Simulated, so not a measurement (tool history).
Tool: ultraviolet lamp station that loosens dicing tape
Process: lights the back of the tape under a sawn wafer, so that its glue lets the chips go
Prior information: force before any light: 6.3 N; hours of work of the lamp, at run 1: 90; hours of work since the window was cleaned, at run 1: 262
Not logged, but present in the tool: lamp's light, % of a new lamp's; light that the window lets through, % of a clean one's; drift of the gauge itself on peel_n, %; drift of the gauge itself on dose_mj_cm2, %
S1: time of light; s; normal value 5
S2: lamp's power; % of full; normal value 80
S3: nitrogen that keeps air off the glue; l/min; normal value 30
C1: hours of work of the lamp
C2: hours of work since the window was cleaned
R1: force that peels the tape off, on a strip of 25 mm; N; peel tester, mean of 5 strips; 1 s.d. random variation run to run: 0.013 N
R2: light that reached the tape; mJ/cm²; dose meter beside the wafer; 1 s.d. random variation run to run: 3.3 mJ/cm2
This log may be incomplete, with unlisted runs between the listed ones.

run    hour  S1  S2  S3   C1   C2     R1   R2
  1       0   5  80  30   90  262  0.748  470
  2    61.8   5  80  30  114  287  0.787  461
  3     110   5  74  30  134  306  0.933  421
  4   164.2   5  74  30  156  328  0.902  416
  5   233.6   5  74  30  183  356  0.923  413
  6   279.3   5  74  30  202  374  0.968  408
      319.8  -- window cleaned of glue's vapour
  7   331.3   5  74  30  223    5  0.818  444
  8   377.7   5  74  30  241   23  0.861  446
  9   425.4   5  74  30  260   42  0.833  440
 10   491.2   5  74  30  287   69  0.836  428
 11   567.9   5  74  30  318  100  0.907  423
 12   637.9   5  74  30  346  128  0.914  414
 13     709   5  74  30  374  156  0.977  419
 14   774.5   5  80  30  401  183  0.868  434
 15   818.1   5  80  30  418  200   0.88  430
 16     862   5  80  30  436  218  0.873  431
 17   896.4   5  80  30  450  232  0.872  419
 18   959.1   5  80  30  475  257  0.894  418
 19  1031.2   5  79  30  504  286  0.975  407
 20  1104.5   5  80  45  533  315  0.808  400
 21  1174.4   5  80  30  562  344  1.018  406
 22  1246.8   5  80  30  591  373  0.992  395
     1291.9  -- window cleaned of glue's vapour
 23  1321.9   5  80  30  621   12  0.891  423
 24  1372.3   4  81  30  641   32  1.296  343
 25  1427.7   4  81  30  663   55  1.321  339
 26  1464.2   4  89  25  678   69  1.258  364
 27    1509   5  88  22  696   87  0.971  451

Run 28, settings as shown, results not yet in. Your forecast:
 28  1582.3   3  88  30  725  117   ?   ?

R1: 1.735 N
R2: 267 mJ/cm²
On a tool with no hidden condition, and with the same random variation, this run would have come out at R1 1.237 N, R2 343 mJ/cm².
